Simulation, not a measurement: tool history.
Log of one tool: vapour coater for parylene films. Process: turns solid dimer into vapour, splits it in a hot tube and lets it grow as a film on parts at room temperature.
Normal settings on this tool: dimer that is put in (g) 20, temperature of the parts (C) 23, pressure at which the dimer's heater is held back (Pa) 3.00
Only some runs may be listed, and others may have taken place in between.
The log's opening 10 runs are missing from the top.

run,day,dimer that is put in (g),temperature of the parts (C),pressure at which the dimer's heater is held back (Pa),thickness of the film (µm)
11,10.896,24,23,3.00,5.66
12,12.079,24,23,3.00,5.63
# day 12.483: gauge calibrated
13,12.821,20,17,3.00,5.63
14,13.954,20,17,3.00,5.60
15,15.204,20,17,3.00,5.61
16,15.983,20,23,3.00,4.79
17,16.883,20,17,3.00,5.59
18,17.812,24,23,3.00,5.69
19,19.042,18,23,3.62,4.08
20,20.250,20,33,4.15,3.38
21,21.175,20,33,4.15,3.38
# day 21.988: trap's valve overhauled
22,22.742,20,33,4.15,3.37
23,24.096,20,23,4.15,4.36
24,25.188,8,23,4.15,1.75
25,25.925,8,23,4.15,1.74
26,26.817,8,23,4.15,1.75
27,27.404,8,34,4.61,1.27
28,28.117,8,34,4.61,1.26
29,28.750,8,34,4.61,1.27
30,29.546,8,34,4.61,1.26
31,30.504,8,34,4.61,1.27
32,31.296,17,19,2.63,4.50
33,32.196,17,19,2.63,4.49
34,33.612,20,23,2.92,4.60

Here are 5 independent what-if runs from the current tool condition. What would each one return?
A,34.992,32,22,3.00,?
B,34.992,22,23,2.92,?
C,34.992,9,24,4.34,?
D,34.992,20,25,2.17,?
E,34.992,18,23,3.24,?

run,thickness of the film (µm)
A,7.54
B,5.09
C,1.86
D,4.66
E,4.04
The same runs, with their run-to-run variation unchanged, on a tool lacking any hidden condition would have given:
run,thickness of the film (µm)
A,7.95
B,5.37
C,1.96
D,4.91
E,4.26
